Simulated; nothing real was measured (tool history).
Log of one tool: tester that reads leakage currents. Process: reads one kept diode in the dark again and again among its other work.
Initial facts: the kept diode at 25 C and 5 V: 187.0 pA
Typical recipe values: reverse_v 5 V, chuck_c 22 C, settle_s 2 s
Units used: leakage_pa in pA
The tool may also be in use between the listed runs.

run 1 hour=0 | reverse_v=5 chuck_c=22 settle_s=2 | leakage_pa=146.77
run 2 hour=70.5 | reverse_v=5 chuck_c=22 settle_s=2.64 | leakage_pa=146.89
run 3 hour=133.1 | reverse_v=2.91 chuck_c=22 settle_s=2 | leakage_pa=112.36
run 4 hour=168.5 | reverse_v=15.79 chuck_c=22 settle_s=2 | leakage_pa=268.8
run 5 hour=223.4 | reverse_v=15.79 chuck_c=22 settle_s=2 | leakage_pa=270.77
run 6 hour=276.9 | reverse_v=15.79 chuck_c=36 settle_s=2 | leakage_pa=875.07
run 7 hour=340.7 | reverse_v=15.79 chuck_c=36 settle_s=2 | leakage_pa=877.18
run 8 hour=417.3 | reverse_v=5 chuck_c=22 settle_s=2 | leakage_pa=151.97
run 9 hour=478.6 | reverse_v=5 chuck_c=22 settle_s=2 | leakage_pa=152.29
run 10 hour=536.1 | reverse_v=5 chuck_c=33 settle_s=2 | leakage_pa=391.55
run 11 hour=585.9 | reverse_v=5 chuck_c=33 settle_s=1.7 | leakage_pa=391.08
run 12 hour=631.6 | reverse_v=5 chuck_c=34 settle_s=2 | leakage_pa=425.71
run 13 hour=672.5 | reverse_v=5 chuck_c=34 settle_s=2 | leakage_pa=427.67
run 14 hour=728.2 | reverse_v=5 chuck_c=34 settle_s=2 | leakage_pa=430
run 15 hour=800.6 | reverse_v=5 chuck_c=34 settle_s=2 | leakage_pa=430.82
run 16 hour=853.6 | reverse_v=5 chuck_c=34 settle_s=2 | leakage_pa=434.66
run 17 hour=909.9 | reverse_v=5 chuck_c=34 settle_s=2 | leakage_pa=435.93
run 18 hour=954.7 | reverse_v=5 chuck_c=34 settle_s=2 | leakage_pa=436.68
run 19 hour=1012.2 | reverse_v=5 chuck_c=34 settle_s=2 | leakage_pa=440.46
run 20 hour=1093.7 | reverse_v=5 chuck_c=34 settle_s=1.24 | leakage_pa=444.46
run 21 hour=1174 | reverse_v=10.5 chuck_c=22 settle_s=1.93 | leakage_pa=239
run 22 hour=1243.4 | reverse_v=14.82 chuck_c=22 settle_s=6.57 | leakage_pa=285.83
run 23 hour=1301 | reverse_v=1.52 chuck_c=56 settle_s=6.57 | leakage_pa=1331.42
run 24 hour=1362.1 | reverse_v=1.52 chuck_c=56 settle_s=6.57 | leakage_pa=1339.42
run 25 hour=1432.7 | reverse_v=1.52 chuck_c=56 settle_s=6.57 | leakage_pa=1206.29
run 26 hour=1471.1 | reverse_v=4.49 chuck_c=25 settle_s=8.71 | leakage_pa=178.92
run 27 hour=1555.6 | reverse_v=4.49 chuck_c=25 settle_s=8.71 | leakage_pa=180.42
run 28 hour=1638.8 | reverse_v=5 chuck_c=22 settle_s=0.68 | leakage_pa=149.69
run 29 hour=1694.9 | reverse_v=5 chuck_c=52 settle_s=1.91 | leakage_pa=1675.29
run 30 hour=1746.5 | reverse_v=15.88 chuck_c=53 settle_s=5.48 | leakage_pa=3216.13
run 31 hour=1787 | reverse_v=15.88 chuck_c=53 settle_s=5.48 | leakage_pa=3234.24
run 32 hour=1830.7 | reverse_v=15.88 chuck_c=53 settle_s=5.48 | leakage_pa=3244.14
run 33 hour=1909.2 | reverse_v=14.53 chuck_c=31 settle_s=7.38 | leakage_pa=568.45
run 34 hour=1979.7 | reverse_v=5 chuck_c=22 settle_s=4.51 | leakage_pa=154.1
run 35 hour=2042.2 | reverse_v=8.34 chuck_c=26 settle_s=0.91 | leakage_pa=282.59
run 36 hour=2112 | reverse_v=1.55 chuck_c=51 settle_s=4.57 | leakage_pa=885.08
run 37 hour=2180.8 | reverse_v=5 chuck_c=22 settle_s=2.46 | leakage_pa=155.75
run 38 hour=2248.3 | reverse_v=4.7 chuck_c=22 settle_s=9.92 | leakage_pa=151.39

Removed from this log: 1 entry logged between the listed runs. Between which two listed runs does each belong, and how does the tool's hidden state at the listed run before it compare with that at the listed run after it?
Logged between run 24 and run 25: chuck's temperature calibrated (hour 1385)
  stray current of the dirty probe card, pA a volt: 0.955 -> 0.973; current scale over the true one, %: -0.76 -> -0.78; true chuck temperature over the reading, C: 1.29 -> -0.05
  measured less the result without the state, leakage_pa: +110.93 -> -12.61 pA
